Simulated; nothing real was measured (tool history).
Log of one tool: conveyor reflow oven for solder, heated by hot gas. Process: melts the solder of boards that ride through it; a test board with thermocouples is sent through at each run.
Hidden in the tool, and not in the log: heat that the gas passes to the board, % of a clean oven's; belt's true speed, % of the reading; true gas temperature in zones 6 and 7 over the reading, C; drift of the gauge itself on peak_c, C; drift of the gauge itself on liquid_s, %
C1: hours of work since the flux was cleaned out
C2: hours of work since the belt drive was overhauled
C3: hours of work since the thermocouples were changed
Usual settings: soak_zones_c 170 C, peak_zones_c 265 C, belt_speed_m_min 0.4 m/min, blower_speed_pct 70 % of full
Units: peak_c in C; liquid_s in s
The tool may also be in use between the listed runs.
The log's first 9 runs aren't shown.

run 10 day=4.425 | soak_zones_c=170 peak_zones_c=265 belt_speed_m_min=0.4 blower_speed_pct=70 | C1=223 C2=540 C3=365 | peak_c=248.8 liquid_s=62.6
run 11 day=5.046 | soak_zones_c=170 peak_zones_c=265 belt_speed_m_min=0.4 blower_speed_pct=70 | C1=231 C2=547 C3=373 | peak_c=248.6 liquid_s=61.9
run 12 day=5.529 | soak_zones_c=170 peak_zones_c=256 belt_speed_m_min=0.4 blower_speed_pct=70 | C1=236 C2=553 C3=378 | peak_c=240.8 liquid_s=54.6
run 13 day=5.908 | soak_zones_c=170 peak_zones_c=256 belt_speed_m_min=0.4 blower_speed_pct=70 | C1=241 C2=557 C3=383 | peak_c=240.9 liquid_s=54.4
run 14 day=6.525 | soak_zones_c=182 peak_zones_c=265 belt_speed_m_min=0.4 blower_speed_pct=70 | C1=248 C2=565 C3=390 | peak_c=250.6 liquid_s=69.3
run 15 day=6.958 | soak_zones_c=164 peak_zones_c=265 belt_speed_m_min=0.4 blower_speed_pct=70 | C1=254 C2=570 C3=396 | peak_c=247.8 liquid_s=58.8
run 16 day=7.492 | soak_zones_c=173 peak_zones_c=262 belt_speed_m_min=0.394 blower_speed_pct=58 | C1=260 C2=576 C3=402 | peak_c=242.9 liquid_s=57
run 17 day=8.2 | soak_zones_c=173 peak_zones_c=262 belt_speed_m_min=0.394 blower_speed_pct=58 | C1=268 C2=585 C3=411 | peak_c=242.6 liquid_s=57.6
run 18 day=8.612 | soak_zones_c=185 peak_zones_c=256 belt_speed_m_min=0.47 blower_speed_pct=74 | C1=273 C2=590 C3=415 | peak_c=240.1 liquid_s=50.3
run 19 day=9.062 | soak_zones_c=185 peak_zones_c=256 belt_speed_m_min=0.47 blower_speed_pct=74 | C1=279 C2=595 C3=421 | peak_c=240.2 liquid_s=50.6
run 20 day=9.521 | soak_zones_c=170 peak_zones_c=278 belt_speed_m_min=0.4 blower_speed_pct=61 | C1=284 C2=601 C3=426 | peak_c=256.5 liquid_s=67.7
run 21 day=10.058 | soak_zones_c=162 peak_zones_c=277 belt_speed_m_min=0.337 blower_speed_pct=53 | C1=291 C2=607 C3=433 | peak_c=257.3 liquid_s=78.4
run 22 day=10.571 | soak_zones_c=162 peak_zones_c=277 belt_speed_m_min=0.337 blower_speed_pct=53 | C1=297 C2=613 C3=439 | peak_c=257 liquid_s=78.9
run 23 day=10.871 | soak_zones_c=163 peak_zones_c=277 belt_speed_m_min=0.343 blower_speed_pct=53 | C1=300 C2=617 C3=443 | peak_c=256.4 liquid_s=77.1
run 24 day=11.475 | soak_zones_c=172 peak_zones_c=265 belt_speed_m_min=0.333 blower_speed_pct=70 | C1=308 C2=624 C3=450 | peak_c=254.2 liquid_s=83.7
run 25 day=11.925 | soak_zones_c=163 peak_zones_c=265 belt_speed_m_min=0.418 blower_speed_pct=85 | C1=313 C2=630 C3=455 | peak_c=250.8 liquid_s=59.7
run 26 day=12.6 | soak_zones_c=163 peak_zones_c=265 belt_speed_m_min=0.427 blower_speed_pct=85 | C1=321 C2=638 C3=463 | peak_c=249.6 liquid_s=57.6
run 27 day=13.229 | soak_zones_c=159 peak_zones_c=265 belt_speed_m_min=0.436 blower_speed_pct=55 | C1=329 C2=645 C3=471 | peak_c=236.3 liquid_s=37.4
run 28 day=13.742 | soak_zones_c=160 peak_zones_c=265 belt_speed_m_min=0.436 blower_speed_pct=85 | C1=335 C2=652 C3=477 | peak_c=248.6 liquid_s=54.2
run 29 day=14.254 | soak_zones_c=173 peak_zones_c=265 belt_speed_m_min=0.436 blower_speed_pct=62 | C1=341 C2=658 C3=483 | peak_c=243.3 liquid_s=51.5
run 30 day=14.708 | soak_zones_c=175 peak_zones_c=273 belt_speed_m_min=0.436 blower_speed_pct=50 | C1=347 C2=663 C3=489 | peak_c=244.2 liquid_s=51

Forecast each of these 5 alternatives for the next run:
run A day=15.071 | soak_zones_c=159 peak_zones_c=265 belt_speed_m_min=0.404 blower_speed_pct=50 | C1=351 C2=667 C3=493 | peak_c=? liquid_s=?
run B day=15.071 | soak_zones_c=175 peak_zones_c=257 belt_speed_m_min=0.36 blower_speed_pct=50 | C1=351 C2=667 C3=493 | peak_c=? liquid_s=?
run C day=15.071 | soak_zones_c=175 peak_zones_c=273 belt_speed_m_min=0.436 blower_speed_pct=80 | C1=351 C2=667 C3=493 | peak_c=? liquid_s=?
run D day=15.071 | soak_zones_c=157 peak_zones_c=271 belt_speed_m_min=0.4 blower_speed_pct=70 | C1=351 C2=667 C3=493 | peak_c=? liquid_s=?
run E day=15.071 | soak_zones_c=170 peak_zones_c=254 belt_speed_m_min=0.42 blower_speed_pct=74 | C1=351 C2=667 C3=493 | peak_c=? liquid_s=?

run=A peak_c=236.9 liquid_s=41.1
run=B peak_c=238.8 liquid_s=58
run=C peak_c=256.5 liquid_s=65.2
run=D peak_c=251.4 liquid_s=60
run=E peak_c=238.8 liquid_s=49.6
Without the tool's hidden state the same runs would have given:
run=A peak_c=237 liquid_s=41.1
run=B peak_c=238.8 liquid_s=58
run=C peak_c=256.6 liquid_s=65.2
run=D peak_c=251.5 liquid_s=60
run=E peak_c=238.8 liquid_s=49.6

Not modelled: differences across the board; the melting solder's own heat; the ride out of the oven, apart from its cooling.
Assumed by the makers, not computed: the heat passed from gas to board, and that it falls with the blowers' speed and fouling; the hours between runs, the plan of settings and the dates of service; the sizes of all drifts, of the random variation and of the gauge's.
